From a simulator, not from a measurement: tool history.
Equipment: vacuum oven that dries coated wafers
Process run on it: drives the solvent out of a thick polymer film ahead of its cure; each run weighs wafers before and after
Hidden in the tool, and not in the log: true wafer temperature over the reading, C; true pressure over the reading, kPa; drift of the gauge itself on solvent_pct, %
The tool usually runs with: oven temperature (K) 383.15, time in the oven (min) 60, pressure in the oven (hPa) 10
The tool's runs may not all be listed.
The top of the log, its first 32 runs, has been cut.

| run | hour | oven temperature (K) | time in the oven (min) | pressure in the oven (hPa) | hours of work since the thermocouples were calibrated | hours of work since the vacuum gauge was cleaned of residue | solvent left in the film (%) |
|---|---|---|---|---|---|---|---|
| 33 | 928.7 | 390.15 | 79 | 5.1 | 489 | 1241 | 0.62 |
| 34 | 963.2 | 370.15 | 34 | 6.3 | 510 | 1261 | 9.85 |
| 35 | 991.7 | 397.15 | 60 | 27.3 | 526 | 1278 | 1.07 |
| 36 | 1016.5 | 372.15 | 60 | 15.9 | 541 | 1293 | 6.3 |
| 37 | 1041.8 | 369.15 | 60 | 10 | 556 | 1308 | 7.08 |
| 38 | 1067.8 | 383.15 | 88 | 6.3 | 571 | 1323 | 1.21 |
| 39 | 1091.1 | 383.15 | 88 | 6.3 | 585 | 1337 | 1.2 |
| 40 | 1132.1 | 391.15 | 85 | 21.4 | 609 | 1361 | 1.02 |
| 41 | 1173.4 | 391.15 | 85 | 21.4 | 633 | 1385 | 1.04 |
| 42 | 1209.4 | 391.15 | 85 | 21.4 | 655 | 1406 | 1.05 |
| 43 | 1239.5 | 374.15 | 52 | 35.2 | 672 | 1424 | 7.12 |
| 44 | 1269.2 | 374.15 | 52 | 20 | 690 | 1442 | 6.46 |
| 45 | 1304.5 | 371.15 | 60 | 9.8 | 711 | 1462 | 6.29 |
| 46 | 1334.6 | 375.15 | 54 | 35.2 | 728 | 1480 | 6.53 |
| 47 | 1363.7 | 375.15 | 54 | 35.2 | 746 | 1497 | 6.5 |
| 48 | 1396.2 | 375.15 | 32 | 34.5 | 765 | 1516 | 9.36 |

Predict each of these 3 candidate next runs independently; none follows another, all start after run 48:
| A | 1434.4 | 369.15 | 60 | 10 | 787 | 1539 | ? |
| B | 1434.4 | 396.15 | 32 | 11.7 | 787 | 1539 | ? |
| C | 1434.4 | 375.15 | 60 | 11.3 | 787 | 1539 | ? |

| run | solvent left in the film (%) |
|---|---|
| A | 6.99 |
| B | 2.07 |
| C | 4.84 |
With the hidden condition removed and each run's random variation left untouched, the same runs would have given:
| run | solvent left in the film (%) |
|---|---|
| A | 7.06 |
| B | 2.12 |
| C | 4.9 |

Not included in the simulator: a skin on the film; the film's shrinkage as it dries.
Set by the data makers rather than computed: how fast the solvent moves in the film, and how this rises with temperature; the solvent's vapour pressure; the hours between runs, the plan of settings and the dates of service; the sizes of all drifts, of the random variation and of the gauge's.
